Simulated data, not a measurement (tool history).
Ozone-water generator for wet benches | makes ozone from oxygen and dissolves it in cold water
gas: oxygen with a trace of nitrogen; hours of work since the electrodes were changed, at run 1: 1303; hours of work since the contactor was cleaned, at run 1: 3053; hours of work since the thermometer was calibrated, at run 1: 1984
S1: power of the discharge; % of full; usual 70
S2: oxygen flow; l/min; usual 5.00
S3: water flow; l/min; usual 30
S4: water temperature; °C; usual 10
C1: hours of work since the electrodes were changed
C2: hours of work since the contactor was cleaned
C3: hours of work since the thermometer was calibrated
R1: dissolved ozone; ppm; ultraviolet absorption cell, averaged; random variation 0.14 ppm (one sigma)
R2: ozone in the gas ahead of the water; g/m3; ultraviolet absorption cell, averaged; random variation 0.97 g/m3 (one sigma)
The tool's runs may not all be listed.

| run | day | S1 | S2 | S3 | S4 | C1 | C2 | C3 | R1 | R2 |
|---|---|---|---|---|---|---|---|---|---|---|
| 1 | 0.000 | 70 | 5.00 | 30 | 10 | 1303 | 3053 | 1984 | 15.2 | 166.6 |
| 2 | 1.117 | 70 | 5.00 | 30 | 10 | 1330 | 3080 | 2010 | 15.3 | 166.7 |
| 3 | 1.825 | 70 | 5.00 | 30 | 10 | 1346 | 3097 | 2027 | 15.4 | 166.8 |
| 4 | 2.442 | 70 | 5.00 | 30 | 10 | 1361 | 3111 | 2042 | 15.4 | 166.8 |
| 5 | 3.704 | 70 | 5.00 | 30 | 10 | 1391 | 3141 | 2071 | 15.4 | 166.7 |
| 6 | 4.967 | 70 | 5.00 | 30 | 10 | 1421 | 3171 | 2101 | 15.3 | 165.3 |
| 7 | 6.133 | 70 | 5.00 | 22 | 10 | 1448 | 3199 | 2129 | 21.0 | 166.6 |
| 8 | 6.962 | 70 | 5.00 | 22 | 10 | 1468 | 3218 | 2149 | 20.6 | 167.6 |
| 9 | 8.142 | 70 | 5.00 | 22 | 10 | 1496 | 3246 | 2176 | 21.1 | 167.1 |
| 10 | 9.046 | 70 | 5.00 | 22 | 10 | 1517 | 3267 | 2198 | 21.0 | 166.9 |
| 11 | 10.342 | 75 | 4.34 | 30 | 10 | 1548 | 3298 | 2229 | 15.8 | 188.7 |
| 12 | 11.842 | 75 | 5.35 | 40 | 10 | 1583 | 3334 | 2264 | 11.6 | 166.0 |
| 13 | 13.217 | 70 | 5.00 | 28 | 15 | 1616 | 3366 | 2297 | 15.7 | 166.4 |
| 14 | 14.400 | 70 | 2.90 | 37 | 10 | 1644 | 3394 | 2325 | 10.7 | 227.7 |
| 15 | 15.617 | 43 | 5.29 | 42 | 16 | 1673 | 3423 | 2353 | 7.2 | 113.5 |
| 16 | 16.988 | 43 | 5.29 | 42 | 16 | 1705 | 3455 | 2386 | 7.1 | 114.5 |
| 17 | 18.346 | 43 | 5.29 | 42 | 16 | 1737 | 3488 | 2418 | 7.2 | 113.8 |
| 18 | 19.462 | 43 | 5.29 | 42 | 16 | 1764 | 3514 | 2444 | 7.2 | 114.1 |
| 19 | 20.267 | 70 | 5.04 | 23 | 10 | 1783 | 3533 | 2463 | 20.3 | 163.2 |
| 20 | 20.992 | 74 | 2.84 | 30 | 10 | 1800 | 3550 | 2481 | 14.6 | 236.9 |

3 ways to go on from here, each from the tool as it stands after run 20. What would each give?
| A | 22.162 | 70 | 2.55 | 30 | 10 | 1828 | 3578 | 2508 | ? | ? |
| B | 22.162 | 74 | 2.76 | 30 | 10 | 1828 | 3578 | 2508 | ? | ? |
| C | 22.162 | 75 | 5.00 | 30 | 10 | 1828 | 3578 | 2508 | ? | ? |

| run | R1 | R2 |
|---|---|---|
| A | 13.7 | 245.3 |
| B | 14.2 | 240.8 |
| C | 16.0 | 171.5 |
Without the tool's hidden state the same runs would have given:
| run | R1 | R2 |
|---|---|---|
| A | 13.7 | 250.2 |
| B | 14.2 | 245.6 |
| C | 16.0 | 174.9 |
